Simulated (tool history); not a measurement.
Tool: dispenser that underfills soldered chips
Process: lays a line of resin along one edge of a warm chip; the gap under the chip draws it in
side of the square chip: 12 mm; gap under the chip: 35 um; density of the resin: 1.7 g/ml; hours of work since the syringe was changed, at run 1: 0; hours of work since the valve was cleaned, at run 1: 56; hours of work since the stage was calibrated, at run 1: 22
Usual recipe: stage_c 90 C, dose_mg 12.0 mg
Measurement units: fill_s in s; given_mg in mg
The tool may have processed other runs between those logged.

run	hour	stage_c	dose_mg	hours of work since the syringe was changed	hours of work since the valve was cleaned	hours of work since the stage was calibrated	fill_s	given_mg
1	0.0	90	12.0	0	56	22	207.6	11.48
2	8.0	90	12.0	6	62	28	326.3	11.51
3	14.2	90	12.0	11	66	33	458.5	11.46
# hour 15.5: new syringe of resin
4	25.7	90	12.0	8	74	41	360.9	11.46
# hour 32.0: new syringe of resin
5	32.0	90	12.0	0	79	45	198.8	11.35
6	38.6	90	12.0	5	84	50	296.2	11.34
7	44.0	92	10.7	9	88	54	382.8	10.12
# hour 48.6: new syringe of resin
8	54.6	83	11.0	4	95	62	372.9	10.25
# hour 65.1: new syringe of resin
9	68.2	77	13.1	2	105	71	360.7	12.20
# hour 71.8: dispensing valve cleaned and set on the balance
10	75.1	77	13.1	7	2	76	492.5	13.06

Alternative continuations, all from the tool just after run 10; predict every row:
# hour 82.5: new syringe of resin
A	82.5	92	12.0	0	8	81	?	?
# hour 82.5: new syringe of resin
B	82.5	75	13.1	0	8	81	?	?
# hour 82.5: new syringe of resin
C	82.5	91	13.1	0	8	81	?	?
# hour 82.5: new syringe of resin
D	82.5	84	12.0	0	8	81	?	?

run	fill_s	given_mg
A	185.6	11.87
B	330.2	13.13
C	192.2	13.10
D	245.4	11.86
With no hidden state in the tool, these same runs would have given:
run	fill_s	given_mg
A	184.5	11.94
B	328.4	13.20
C	191.1	13.17
D	243.9	11.93
